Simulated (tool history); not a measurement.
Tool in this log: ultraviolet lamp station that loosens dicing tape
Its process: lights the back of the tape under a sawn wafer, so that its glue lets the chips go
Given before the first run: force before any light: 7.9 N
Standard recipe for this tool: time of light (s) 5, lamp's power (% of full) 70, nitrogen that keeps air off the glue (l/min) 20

run	day	time of light (s)	lamp's power (% of full)	nitrogen that keeps air off the glue (l/min)	force that peels the tape off (N)	light that reached the tape (J/m2)
1	0.000	5	70	20	1.587	2150
2	1.542	5	70	20	1.604	2020
3	2.500	5	70	13	2.011	2030
4	3.367	5	70	20	1.679	2010
5	4.262	5	70	20	1.737	2030
6	5.667	5	70	20	1.766	1990
7	7.167	5	70	20	1.714	1930
8	8.800	5	70	20	1.827	1930
9	9.617	5	70	20	1.845	1920
# day 11.054: window cleaned of glue's vapour
10	11.629	5	70	20	1.533	2210
11	12.692	6	84	14	0.975	3150
12	14.617	6	79	14	1.104	2930
13	16.146	6	93	12	0.881	3360
14	17.546	2	96	14	3.531	1130
15	19.542	2	63	14	4.816	770
16	21.025	5	70	22	1.635	2020
17	22.946	3	70	38	2.749	1170

4 options for the next run, each taken on its own from the tool as it stands now. Forecast them:
A	24.267	6	98	7	?	?
B	24.267	5	74	20	?	?
C	24.267	9	69	7	?	?
D	24.267	3	69	18	?	?

run	force that peels the tape off (N)	light that reached the tape (J/m2)
A	1.329	3280
B	1.581	2020
C	1.190	3490
D	3.261	1150
Without the tool's unlogged condition, the same runs would have read:
run	force that peels the tape off (N)	light that reached the tape (J/m2)
A	0.800	4300
B	0.996	2660
C	0.702	4570
D	2.502	1510
